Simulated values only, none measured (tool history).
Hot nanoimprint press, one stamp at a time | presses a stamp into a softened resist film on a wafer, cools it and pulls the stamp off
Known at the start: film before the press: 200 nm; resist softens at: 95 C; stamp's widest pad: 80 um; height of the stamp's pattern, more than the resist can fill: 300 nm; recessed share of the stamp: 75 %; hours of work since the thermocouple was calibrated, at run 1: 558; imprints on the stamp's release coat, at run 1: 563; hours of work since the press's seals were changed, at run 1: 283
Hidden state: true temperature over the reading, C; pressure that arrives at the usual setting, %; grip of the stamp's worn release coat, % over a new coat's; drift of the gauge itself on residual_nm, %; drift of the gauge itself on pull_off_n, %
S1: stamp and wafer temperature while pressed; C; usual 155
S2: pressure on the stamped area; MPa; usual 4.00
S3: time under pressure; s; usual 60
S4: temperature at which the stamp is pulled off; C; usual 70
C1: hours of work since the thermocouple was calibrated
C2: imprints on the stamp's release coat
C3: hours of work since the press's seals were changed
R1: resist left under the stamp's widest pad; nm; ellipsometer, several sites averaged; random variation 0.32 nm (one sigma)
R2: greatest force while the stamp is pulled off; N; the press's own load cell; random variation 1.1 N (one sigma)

run	hour	S1	S2	S3	S4	C1	C2	C3	R1	R2
1	0.0	155	4.00	60	70	558	563	283	74.7	227
# hour 19.9: plate thermocouple calibrated
# hour 29.7: stamp cleaned and given a new release coat
2	75.3	155	4.00	60	73	33	107	327	72.6	201
3	115.9	155	4.00	60	70	60	201	355	72.3	214
4	201.3	161	4.00	60	70	118	401	412	49.7	219
5	261.7	157	4.00	60	70	158	541	452	63.2	224
# hour 298.7: stamp cleaned and given a new release coat
6	333.8	157	4.00	60	70	203	82	497	62.8	211
# hour 371.2: plate thermocouple calibrated, once more
7	378.0	157	4.00	60	70	5	178	525	72.7	223
8	454.0	155	4.00	60	70	56	355	576	81.4	226
9	498.4	155	4.00	60	70	85	459	605	81.0	232
10	553.7	155	4.00	60	70	123	588	643	81.0	233
# hour 569.9: stamp cleaned and given a new release coat
11	625.6	155	4.00	60	70	167	129	687	80.7	219
12	711.8	155	4.00	60	70	225	330	745	79.6	223
13	789.5	155	4.00	60	70	277	512	797	78.5	231
# hour 838.1: stamp cleaned and given a new release coat
14	876.6	155	4.00	60	70	331	90	851	78.5	216
15	914.0	155	4.00	60	70	356	177	876	78.0	220
16	997.3	155	4.00	60	70	412	371	932	77.7	224
17	1061.4	155	4.00	60	70	455	521	975	77.0	229
# hour 1109.7: stamp cleaned and given a new release coat
18	1146.6	155	4.42	51	70	509	86	1028	78.5	216
19	1189.5	163	4.42	51	70	537	186	1057	48.3	219
# hour 1246.0: plate thermocouple calibrated
20	1278.7	155	4.00	43	62	22	387	1115	95.2	262
21	1351.9	152	5.72	41	65	71	558	1164	99.3	258
# hour 1382.7: stamp cleaned and given a new release coat
22	1435.4	160	3.21	41	67	123	122	1216	78.9	232
23	1472.6	160	3.21	94	67	148	209	1241	55.1	235
24	1546.8	155	4.00	47	77	198	382	1291	90.3	197
25	1615.7	155	4.00	47	77	244	543	1337	89.9	201
# hour 1652.8: stamp cleaned and given a new release coat
26	1701.6	155	4.00	47	77	298	113	1391	89.3	189
# hour 1719.6: press's hydraulic seals changed and the load cell set to zero
27	1758.8	155	4.00	34	70	331	228	26	98.9	222
28	1800.3	155	4.00	70	63	359	325	54	74.1	253
29	1845.6	161	3.53	65	59	389	431	85	55.7	272
30	1882.9	157	6.09	36	78	414	518	110	71.1	196

The same runs without the tool's hidden state, with the same run-to-run variation:
run	R1	R2
1	81.8	216
2	82.1	206
3	82.0	216
4	56.8	216
5	72.7	217
6	72.6	218
7	72.9	218
8	82.1	216
9	82.1	219
10	82.5	217
11	82.6	217
12	82.1	215
13	81.5	218
14	82.0	217
15	81.8	218
16	82.0	217
17	81.8	218
18	83.9	218
19	51.7	218
20	93.5	248
21	97.8	239
22	78.6	228
23	55.1	228
24	90.7	188
25	90.8	188
26	90.8	188
27	102.0	217
28	77.0	245
29	58.0	259
30	74.4	185

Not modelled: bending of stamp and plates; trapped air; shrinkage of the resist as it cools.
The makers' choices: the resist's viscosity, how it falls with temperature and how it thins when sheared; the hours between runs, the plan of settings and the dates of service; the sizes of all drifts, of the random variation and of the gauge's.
